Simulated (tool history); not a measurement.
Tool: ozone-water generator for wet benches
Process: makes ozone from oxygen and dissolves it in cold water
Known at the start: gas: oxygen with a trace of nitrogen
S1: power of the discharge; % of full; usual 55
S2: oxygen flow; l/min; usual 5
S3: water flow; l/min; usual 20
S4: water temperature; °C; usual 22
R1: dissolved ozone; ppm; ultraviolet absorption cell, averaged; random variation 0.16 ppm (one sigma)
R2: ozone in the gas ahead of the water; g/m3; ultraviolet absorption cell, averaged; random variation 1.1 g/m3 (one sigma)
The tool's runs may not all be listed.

| run | hour | S1 | S2 | S3 | S4 | R1 | R2 |
|---|---|---|---|---|---|---|---|
| 1 | 0 | 55 | 5 | 20 | 22 | 21.7 | 196.5 |
| 2 | 22.2 | 55 | 5 | 20 | 22 | 21.5 | 195.1 |
| 3 | 38.6 | 55 | 5 | 20 | 22 | 21.4 | 193.5 |
| 4 | 70.3 | 55 | 5 | 20 | 22 | 21.5 | 195.3 |
| 5 | 97.4 | 55 | 5 | 20 | 22 | 21.4 | 196.3 |
| 6 | 122.6 | 55 | 5 | 20 | 22 | 21.3 | 194.1 |
| 7 | 158.1 | 46 | 5 | 20 | 22 | 19 | 174.4 |
| 8 | 175.4 | 46 | 5 | 20 | 22 | 19.1 | 174.3 |
| 9 | 203.4 | 55 | 5 | 20 | 22 | 21.3 | 195 |
| 10 | 243 | 55 | 5 | 20 | 22 | 21.3 | 193.8 |
| 11 | 259.5 | 55 | 5 | 20 | 22 | 21.1 | 195.2 |
| 12 | 297.3 | 55 | 5 | 20 | 24 | 20.5 | 196.8 |
| 13 | 317.9 | 55 | 5 | 20 | 24 | 20.8 | 194.3 |
| 14 | 348.7 | 55 | 5 | 20 | 24 | 20.9 | 194.7 |
| 15 | 378.8 | 89 | 5 | 20 | 24 | 28.1 | 263.1 |
| 16 | 414.9 | 55 | 5 | 20 | 22 | 21.5 | 195.1 |
| 17 | 434.2 | 55 | 5 | 20 | 22 | 21.4 | 195 |
| 18 | 457.9 | 72 | 2.84 | 20 | 22 | 24.6 | 314.5 |
| 19 | 495.6 | 55 | 8.38 | 20 | 28 | 18.2 | 149.1 |
| 20 | 530.5 | 47 | 5.44 | 13 | 22 | 25.5 | 166.6 |
| 21 | 552.1 | 55 | 3.47 | 14 | 22 | 27.5 | 236.6 |
| 22 | 571.5 | 55 | 3.62 | 15 | 22 | 26.3 | 232.8 |
| 23 | 603.9 | 55 | 5 | 24 | 25 | 17.7 | 196.4 |
| 24 | 626.7 | 55 | 5 | 24 | 25 | 17.9 | 196.6 |
| 25 | 649.6 | 55 | 5 | 24 | 25 | 17.9 | 195.5 |
| 26 | 666.8 | 55 | 5 | 24 | 27 | 17.2 | 195.9 |
| 27 | 704.9 | 54 | 4.89 | 20 | 22 | 20.8 | 193.3 |
| 28 | 732.4 | 55 | 5.82 | 17 | 19 | 24.6 | 178.1 |
| 29 | 761.2 | 60 | 5 | 20 | 22 | 22.7 | 207.5 |
| 30 | 782.9 | 45 | 3.16 | 20 | 22 | 18.4 | 219.7 |
| 31 | 802 | 45 | 3.16 | 20 | 22 | 18.5 | 221.7 |
| 32 | 832.3 | 55 | 4.66 | 12 | 22 | 29.7 | 202.7 |

3 ways to go on from here, each from the tool as it stands after run 32. What would each give?
| A | 863.1 | 49 | 5 | 20 | 22 | ? | ? |
| B | 863.1 | 67 | 6.12 | 20 | 18 | ? | ? |
| C | 863.1 | 40 | 4.53 | 12 | 28 | ? | ? |

| run | R1 | R2 |
|---|---|---|
| A | 20 | 182.4 |
| B | 25.6 | 196.8 |
| C | 21.9 | 168.6 |
Without the tool's hidden state the same runs would have given:
| run | R1 | R2 |
|---|---|---|
| A | 20 | 182.4 |
| B | 25.6 | 196.9 |
| C | 21.9 | 168.7 |
